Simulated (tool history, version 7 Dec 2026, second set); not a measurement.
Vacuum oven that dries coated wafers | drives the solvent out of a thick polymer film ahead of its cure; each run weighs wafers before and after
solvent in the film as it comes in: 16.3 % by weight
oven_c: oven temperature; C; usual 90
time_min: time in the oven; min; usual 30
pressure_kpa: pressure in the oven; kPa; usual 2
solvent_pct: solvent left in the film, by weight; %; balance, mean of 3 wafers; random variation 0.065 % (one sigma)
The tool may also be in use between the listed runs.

run   hour  oven_c  time_min  pressure_kpa  solvent_pct
  1      0      90        30             2         4.86
  2   22.4      90        30             2         4.93
  3   49.9      88        30             2         5.54
  4   70.3      88        30             2         5.49
  5   88.1      88        30             2         5.53
  6  105.9      88        30             2         5.52
  7  135.9      88        30             2         5.63
  8  152.1      88        33             2         5.51
  9  179.5      76        30             2        10.29
 10  199.1      92        30             2         4.63
 11  221.6      92        30             2         4.63
 12  237.3      92        30             2         4.53
 13  250.1      90        30          5.39        11.21
       278  -- vacuum gauge cleaned of residue and calibrated
 14  280.4      90        43             2         5.15
 15  308.4      90        43             2         5.15
     329.8  -- vacuum gauge cleaned of residue and calibrated, once more
 16  334.2      76        30             2         9.27
 17  355.2      76        30             2         9.23
 18  375.7      90        30             2         4.36
 19  405.8      90        30             2         4.36
 20  435.3      90        30             2         4.36
 21  465.2      90        24             2         4.82
 22  483.6      90        24             2         4.91
 23  500.3      90        24             2         4.87
 24  521.9      90        24             2         4.94
 25  536.7      93        24             2         4.13
 26  554.6      84        33          1.08         4.18
 27  576.5      95        19          1.87         4.02
 28    591      95        34             4         6.59
 29  614.9      95        34             4         6.54
 30  632.8      95        37          2.33         3.87
 31    654      95        37          2.33         3.77
 32  681.7      95        37          2.33         3.83
 33  706.7      95        37          2.33         3.96
 34  731.6      76        18          2.76        12.64
 35  753.8     101        49          1.28         1.85
 36  778.1     101        49          1.28         1.72
 37  808.6      77        21          5.89        16.09
 38  826.5      93        16          5.89        11.05

Forecast run 39:
 39  840.5      76        15          4.89            ?

{"run 39": {"solvent_pct": 16.39}}
Without the tool's hidden state the same run would have given solvent_pct 16.03 %.

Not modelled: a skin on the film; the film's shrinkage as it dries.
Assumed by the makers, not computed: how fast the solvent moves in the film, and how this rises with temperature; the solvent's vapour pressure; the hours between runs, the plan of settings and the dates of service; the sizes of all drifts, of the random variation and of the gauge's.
